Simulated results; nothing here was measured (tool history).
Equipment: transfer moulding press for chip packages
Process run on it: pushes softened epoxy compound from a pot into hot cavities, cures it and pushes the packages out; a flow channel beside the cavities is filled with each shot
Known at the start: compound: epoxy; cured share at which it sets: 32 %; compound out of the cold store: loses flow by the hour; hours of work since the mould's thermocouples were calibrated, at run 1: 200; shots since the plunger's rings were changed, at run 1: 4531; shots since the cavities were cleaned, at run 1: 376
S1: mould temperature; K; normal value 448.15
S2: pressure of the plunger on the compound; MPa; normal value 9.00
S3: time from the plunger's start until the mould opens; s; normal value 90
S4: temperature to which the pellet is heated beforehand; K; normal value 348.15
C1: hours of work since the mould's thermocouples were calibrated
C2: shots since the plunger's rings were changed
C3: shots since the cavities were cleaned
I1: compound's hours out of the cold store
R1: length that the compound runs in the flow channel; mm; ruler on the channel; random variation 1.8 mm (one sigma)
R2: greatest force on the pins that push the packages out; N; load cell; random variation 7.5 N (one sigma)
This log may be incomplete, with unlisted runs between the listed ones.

| run | day | S1 | S2 | S3 | S4 | C1 | C2 | C3 | I1 | R1 | R2 |
|---|---|---|---|---|---|---|---|---|---|---|---|
| 1 | 0.000 | 448.15 | 9.00 | 90 | 348.15 | 200 | 4531 | 376 | 42.8 | 542 | 313 |
|  | 0.721 | cavities cleaned with cleaning compound and waxed |
| 2 | 1.400 | 448.15 | 9.00 | 90 | 348.15 | 217 | 4882 | 178 | 17.2 | 630 | 312 |
|  | 2.975 | cavities cleaned with cleaning compound and waxed |
| 3 | 3.346 | 448.15 | 8.89 | 90 | 348.15 | 240 | 5375 | 96 | 28.3 | 588 | 316 |
|  | 3.829 | plunger's sealing rings changed |
|  | 5.200 | cavities cleaned with cleaning compound and waxed |
| 4 | 5.533 | 448.15 | 8.89 | 90 | 348.15 | 265 | 431 | 88 | 31.8 | 575 | 316 |
| 5 | 7.138 | 448.15 | 8.89 | 90 | 348.15 | 285 | 850 | 507 | 21.8 | 609 | 308 |
|  | 7.383 | cavities cleaned with cleaning compound and waxed |
| 6 | 8.558 | 448.15 | 8.89 | 90 | 348.15 | 302 | 1206 | 307 | 46.4 | 528 | 302 |
|  | 9.542 | cavities cleaned with cleaning compound and waxed |
| 7 | 10.271 | 448.15 | 9.00 | 90 | 348.15 | 322 | 1638 | 190 | 24.6 | 603 | 329 |
|  | 11.733 | cavities cleaned with cleaning compound and waxed |
| 8 | 11.733 | 448.15 | 9.00 | 90 | 348.15 | 339 | 2005 | 0 | 16.5 | 635 | 324 |
| 9 | 12.704 | 448.15 | 9.00 | 90 | 348.15 | 351 | 2260 | 255 | 38.0 | 560 | 307 |
|  | 13.833 | cavities cleaned with cleaning compound and waxed |
| 10 | 14.279 | 448.15 | 9.00 | 90 | 348.15 | 370 | 2657 | 118 | 35.7 | 565 | 327 |
| 11 | 15.454 | 448.15 | 9.00 | 90 | 348.15 | 385 | 2964 | 425 | 38.4 | 557 | 311 |
|  | 16.038 | cavities cleaned with cleaning compound and waxed |
| 12 | 16.642 | 448.15 | 8.54 | 90 | 348.15 | 399 | 3258 | 158 | 17.6 | 613 | 322 |
|  | 18.225 | cavities cleaned with cleaning compound and waxed |
| 13 | 18.275 | 448.15 | 9.00 | 90 | 348.15 | 418 | 3670 | 13 | 22.0 | 616 | 318 |
| 14 | 20.071 | 447.15 | 10.85 | 125 | 343.15 | 440 | 4140 | 483 | 47.5 | 579 | 256 |
|  | 20.483 | cavities cleaned with cleaning compound and waxed |
| 15 | 21.604 | 447.15 | 10.85 | 125 | 343.15 | 458 | 4525 | 293 | 28.3 | 647 | 255 |
|  | 22.679 | cavities cleaned with cleaning compound and waxed |
| 16 | 23.204 | 448.15 | 10.62 | 90 | 353.15 | 477 | 4928 | 137 | 41.6 | 593 | 303 |
|  | 24.771 | cavities cleaned with cleaning compound and waxed |
|  | 25.588 | plunger's sealing rings changed |
| 17 | 25.600 | 454.15 | 9.08 | 80 | 349.15 | 505 | 4 | 190 | 46.2 | 524 | 299 |
|  | 27.129 | cavities cleaned with cleaning compound and waxed |
| 18 | 27.508 | 448.15 | 9.00 | 90 | 347.15 | 528 | 487 | 99 | 46.9 | 528 | 304 |
| 19 | 28.888 | 452.15 | 8.99 | 129 | 339.15 | 545 | 848 | 460 | 22.5 | 608 | 259 |
|  | 29.362 | cavities cleaned with cleaning compound and waxed |
| 20 | 30.058 | 448.15 | 8.85 | 127 | 348.15 | 559 | 1138 | 182 | 31.5 | 577 | 246 |
|  | 31.442 | cavities cleaned with cleaning compound and waxed |
| 21 | 32.225 | 448.15 | 8.85 | 127 | 348.15 | 585 | 1690 | 205 | 15.4 | 631 | 265 |
| 22 | 33.250 | 446.15 | 9.00 | 88 | 355.15 | 597 | 1959 | 474 | 28.6 | 591 | 353 |
|  | 33.525 | cavities cleaned with cleaning compound and waxed |
| 23 | 35.308 | 443.15 | 10.13 | 90 | 348.15 | 622 | 2481 | 467 | 29.1 | 635 | 394 |
|  | 35.679 | cavities cleaned with cleaning compound and waxed |
| 24 | 36.975 | 449.15 | 8.31 | 79 | 347.15 | 642 | 2902 | 340 | 14.3 | 617 | 402 |
|  | 37.938 | cavities cleaned with cleaning compound and waxed |
| 25 | 38.567 | 449.15 | 8.31 | 79 | 347.15 | 661 | 3301 | 164 | 46.1 | 507 | 366 |
|  | 40.100 | cavities cleaned with cleaning compound and waxed |
| 26 | 40.846 | 449.15 | 8.31 | 79 | 347.15 | 688 | 3882 | 194 | 24.0 | 576 | 380 |

Describe how what the log doesn't record of the tool's condition differs between the last listed run preceding each entry between runs and the first listed run following it.
In the gap between runs 1 and 2: cavities cleaned with cleaning compound and waxed (day 0.721)
  grip of the stained cavities, % over clean ones': 0.5 -> 0.3
In the gap between runs 2 and 3: cavities cleaned with cleaning compound and waxed (day 2.975)
  pressure that reaches the compound, % of what is set: 99.9 -> 99.89; grip of the stained cavities, % over clean ones': 0.3 -> 0.2
In the gap between runs 3 and 4: plunger's sealing rings changed (day 3.829); cavities cleaned with cleaning compound and waxed (day 5.200)
  pressure that reaches the compound, % of what is set: 99.89 -> 99.99
In the gap between runs 5 and 6: cavities cleaned with cleaning compound and waxed (day 7.383)
  pressure that reaches the compound, % of what is set: 99.98 -> 99.97; grip of the stained cavities, % over clean ones': 0.7 -> 0.5
In the gap between runs 6 and 7: cavities cleaned with cleaning compound and waxed (day 9.542)
  grip of the stained cavities, % over clean ones': 0.5 -> 0.3
In the gap between runs 7 and 8: cavities cleaned with cleaning compound and waxed (day 11.733)
  pressure that reaches the compound, % of what is set: 99.97 -> 99.96; grip of the stained cavities, % over clean ones': 0.3 -> 0
In the gap between runs 9 and 10: cavities cleaned with cleaning compound and waxed (day 13.833)
  pressure that reaches the compound, % of what is set: 99.95 -> 99.94; grip of the stained cavities, % over clean ones': 0.4 -> 0.2
In the gap between runs 11 and 12: cavities cleaned with cleaning compound and waxed (day 16.038)
  pressure that reaches the compound, % of what is set: 99.94 -> 99.93; grip of the stained cavities, % over clean ones': 0.6 -> 0.3
In the gap between runs 12 and 13: cavities cleaned with cleaning compound and waxed (day 18.225)
  grip of the stained cavities, % over clean ones': 0.3 -> 0
In the gap between runs 14 and 15: cavities cleaned with cleaning compound and waxed (day 20.483)
  pressure that reaches the compound, % of what is set: 99.92 -> 99.91; grip of the stained cavities, % over clean ones': 0.7 -> 0.5
In the gap between runs 15 and 16: cavities cleaned with cleaning compound and waxed (day 22.679)
  pressure that reaches the compound, % of what is set: 99.91 -> 99.9; grip of the stained cavities, % over clean ones': 0.5 -> 0.3
In the gap between runs 16 and 17: cavities cleaned with cleaning compound and waxed (day 24.771); plunger's sealing rings changed (day 25.588)
  pressure that reaches the compound, % of what is set: 99.9 -> 99.99
In the gap between runs 17 and 18: cavities cleaned with cleaning compound and waxed (day 27.129)
  true mould temperature over the reading, C: -0.01 -> -0.02; pressure that reaches the compound, % of what is set: 99.99 -> 99.98; grip of the stained cavities, % over clean ones': 0.3 -> 0.2
In the gap between runs 19 and 20: cavities cleaned with cleaning compound and waxed (day 29.362)
  pressure that reaches the compound, % of what is set: 99.98 -> 99.97; grip of the stained cavities, % over clean ones': 0.6 -> 0.3
In the gap between runs 20 and 21: cavities cleaned with cleaning compound and waxed (day 31.442)
  pressure that reaches the compound, % of what is set: 99.97 -> 99.96
In the gap between runs 22 and 23: cavities cleaned with cleaning compound and waxed (day 33.525)
  pressure that reaches the compound, % of what is set: 99.96 -> 99.94; grip of the stained cavities, % over clean ones': 0.7 -> 0.6
In the gap between runs 23 and 24: cavities cleaned with cleaning compound and waxed (day 35.679)
  grip of the stained cavities, % over clean ones': 0.6 -> 0.5
In the gap between runs 24 and 25: cavities cleaned with cleaning compound and waxed (day 37.938)
  pressure that reaches the compound, % of what is set: 99.94 -> 99.93; grip of the stained cavities, % over clean ones': 0.5 -> 0.3
In the gap between runs 25 and 26: cavities cleaned with cleaning compound and waxed (day 40.100)
  pressure that reaches the compound, % of what is set: 99.93 -> 99.92

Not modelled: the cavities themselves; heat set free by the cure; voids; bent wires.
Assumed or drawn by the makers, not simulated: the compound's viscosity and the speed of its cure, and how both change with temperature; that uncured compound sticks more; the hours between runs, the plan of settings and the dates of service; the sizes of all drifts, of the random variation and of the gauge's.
